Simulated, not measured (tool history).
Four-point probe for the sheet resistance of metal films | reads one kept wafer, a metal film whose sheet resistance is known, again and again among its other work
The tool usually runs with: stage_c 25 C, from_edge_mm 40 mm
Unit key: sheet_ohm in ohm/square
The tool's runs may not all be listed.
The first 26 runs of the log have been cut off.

Run 27, hour 346.0: usual settings but stage_c 30 C, from_edge_mm 25 mm. Result: sheet_ohm 1.671139 ohm/square.
Run 28, hour 354.7: usual settings but stage_c 18 C. Result: sheet_ohm 1.678504 ohm/square.
Run 29, hour 371.1: usual settings but stage_c 27 C, from_edge_mm 12 mm. Result: sheet_ohm 1.673651 ohm/square.
Run 30, hour 381.9: usual settings but stage_c 27 C, from_edge_mm 12 mm. Result: sheet_ohm 1.673547 ohm/square.
Run 31, hour 396.3: usual settings but stage_c 21 C. Result: sheet_ohm 1.675795 ohm/square.
At hour 397.8: stage's thermometer calibrated.
Run 32, hour 410.8: usual settings but stage_c 32 C, from_edge_mm 10 mm. Result: sheet_ohm 1.670547 ohm/square.
At hour 427.3: stage's thermometer calibrated, once more.
Run 33, hour 427.3: usual settings but stage_c 23 C, from_edge_mm 14 mm. Result: sheet_ohm 1.677541 ohm/square.
Run 34, hour 442.5: usual settings but stage_c 21 C, from_edge_mm 38 mm. Result: sheet_ohm 1.678311 ohm/square.
Run 35, hour 455.0: usual settings but stage_c 18 C, from_edge_mm 66 mm. Result: sheet_ohm 1.679788 ohm/square.
Run 36, hour 468.0: usual settings but from_edge_mm 50 mm. Result: sheet_ohm 1.674858 ohm/square.
Run 37, hour 475.9: usual settings but stage_c 20 C, from_edge_mm 73 mm. Result: sheet_ohm 1.678155 ohm/square.
Run 38, hour 492.9: usual settings but stage_c 31 C, from_edge_mm 15 mm. Result: sheet_ohm 1.672216 ohm/square.
Run 39, hour 508.7: usual settings but stage_c 31 C, from_edge_mm 15 mm. Result: sheet_ohm 1.671956 ohm/square.
Run 40, hour 524.1: usual settings but stage_c 18 C, from_edge_mm 4 mm. Result: sheet_ohm 1.693919 ohm/square.
Run 41, hour 535.3: usual settings but from_edge_mm 39 mm. Result: sheet_ohm 1.674870 ohm/square.
Run 42, hour 552.5: usual settings but from_edge_mm 22 mm. Result: sheet_ohm 1.676135 ohm/square.
Run 43, hour 566.9: usual settings but from_edge_mm 22 mm. Result: sheet_ohm 1.675437 ohm/square.
Run 44, hour 574.8: usual settings but from_edge_mm 22 mm. Result: sheet_ohm 1.675245 ohm/square.

Below are 5 alternative next runs, each starting from the tool's condition after run 44. Predict each:
Run A, hour 589.3: usual settings but from_edge_mm 51 mm. Result: sheet_ohm ?.
Run B, hour 589.3: usual settings but stage_c 24 C, from_edge_mm 66 mm. Result: sheet_ohm ?.
Run C, hour 589.3: usual settings but from_edge_mm 22 mm. Result: sheet_ohm ?.
Run D, hour 589.3: usual settings but stage_c 30 C, from_edge_mm 5 mm. Result: sheet_ohm ?.
Run E, hour 589.3: usual settings but from_edge_mm 21 mm. Result: sheet_ohm ?.

run  sheet_ohm
  A   1.675000
  B   1.676007
  C   1.674694
  D   1.680723
  E   1.675217
What these runs would have given with no unlogged condition in the tool:
run  sheet_ohm
  A   1.669021
  B   1.670022
  C   1.668716
  D   1.674734
  E   1.669236

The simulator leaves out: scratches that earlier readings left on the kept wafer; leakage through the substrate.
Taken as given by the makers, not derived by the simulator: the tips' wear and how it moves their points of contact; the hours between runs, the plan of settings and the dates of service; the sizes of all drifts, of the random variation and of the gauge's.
